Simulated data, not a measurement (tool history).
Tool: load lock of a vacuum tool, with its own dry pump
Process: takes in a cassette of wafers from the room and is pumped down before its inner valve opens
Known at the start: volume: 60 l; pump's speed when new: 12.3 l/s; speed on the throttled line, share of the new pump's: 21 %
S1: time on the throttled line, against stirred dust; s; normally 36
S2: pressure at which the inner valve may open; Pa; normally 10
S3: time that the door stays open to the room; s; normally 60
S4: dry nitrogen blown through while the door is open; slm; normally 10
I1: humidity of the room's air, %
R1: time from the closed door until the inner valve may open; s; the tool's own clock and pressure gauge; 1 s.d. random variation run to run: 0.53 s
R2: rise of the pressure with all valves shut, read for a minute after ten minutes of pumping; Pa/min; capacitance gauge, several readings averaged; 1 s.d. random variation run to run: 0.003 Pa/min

run,hour,S1,S2,S3,S4,I1,R1,R2
1,0.0,36,10,60,10,44.3,82.7,0.073
2,446.9,36,10,60,10,44.9,83.2,0.075
3,811.2,24,10,60,10,46.9,75.1,0.072
# hour 1140.6: dry pump taken out, an overhauled one fitted
4,1301.2,24,10,60,10,47.9,64.9,0.076
5,1663.4,24,10,60,4,48.0,64.9,0.079
6,2144.0,24,10,60,5,45.5,65.1,0.087
7,2448.1,24,10,46,5,46.1,65.2,0.077
8,2796.3,36,10,60,10,44.2,74.5,0.080
9,3081.7,36,10,60,6,46.8,75.0,0.081
10,3441.5,36,10,60,6,40.3,75.5,0.080
11,3685.9,36,10,60,10,45.5,76.6,0.078
12,4184.6,36,10,60,10,45.6,75.0,0.083
13,4457.2,36,10,60,10,46.3,75.9,0.089
14,4769.3,36,10,60,15,46.3,75.7,0.080
15,5116.5,36,10,60,10,46.9,76.2,0.084
16,5389.8,36,10,60,10,41.9,76.6,0.081
17,5816.4,36,10,60,10,48.4,76.4,0.090
18,6204.6,36,10,60,10,47.5,77.6,0.084
19,6595.4,35,10,60,25,44.7,76.3,0.078
20,7044.8,30,16,43,8,45.8,70.5,0.088
21,7446.5,30,16,43,8,44.8,71.3,0.081
22,7883.1,24,11,30,8,48.3,69.2,0.083
23,8097.5,36,10,44,10,43.3,77.9,0.088
24,8603.1,36,10,44,10,42.6,78.9,0.084
25,9118.2,33,8,34,5,43.2,77.8,0.084
26,9407.1,33,8,34,5,45.3,77.9,0.085
27,9704.7,52,10,93,19,39.9,90.5,0.104
28,10042.9,36,8,60,7,45.2,81.0,0.100
29,10406.0,36,8,123,7,46.6,81.1,0.136
30,10879.8,19,10,60,11,45.8,66.9,0.099
31,11264.4,19,17,98,11,47.5,65.1,0.123
32,11729.2,19,17,98,11,44.3,65.5,0.118
33,12127.4,19,17,98,11,42.7,65.0,0.125
34,12399.7,19,7,91,27,44.2,71.9,0.103
35,12817.4,45,20,169,4,45.0,84.0,0.168
36,13216.6,45,20,169,4,44.5,84.7,0.173

Pick out some run-to-run changes in R1. Of each, how much would a tool without hidden state show as well, from the settings, what came in and chance, and how much is left for the hidden state and any gauge scatter not in both results compared?
Unlogged tool condition in this case: pump's speed, % of a new pump's; leak at the door's seal, Pa l/s; drift of the gauge itself on ready_s, %; drift of the gauge itself on rise_pa_min, %.
Run 3 -> 4: dry pump taken out, an overhauled one fitted. R1 -10.2 s: hidden state -10.5, all else +0.3.
Run 26 -> 27: S1 33 -> 52, S2 8 -> 10, S3 34 -> 93, S4 5 -> 19. R1 +12.6 s: hidden state -0.6, all else +13.2.
Run 29 -> 30: S1 36 -> 19, S2 8 -> 10, S3 123 -> 60, S4 7 -> 11. R1 -14.2 s: hidden state +0.6, all else -14.8.
Run 33 -> 34: S2 17 -> 7, S3 98 -> 91, S4 11 -> 27. R1 +6.9 s: hidden state +1.3, all else +5.6.
Run 34 -> 35: S1 19 -> 45, S2 7 -> 20, S3 91 -> 169, S4 27 -> 4. R1 +12.1 s: hidden state -2.0, all else +14.1.
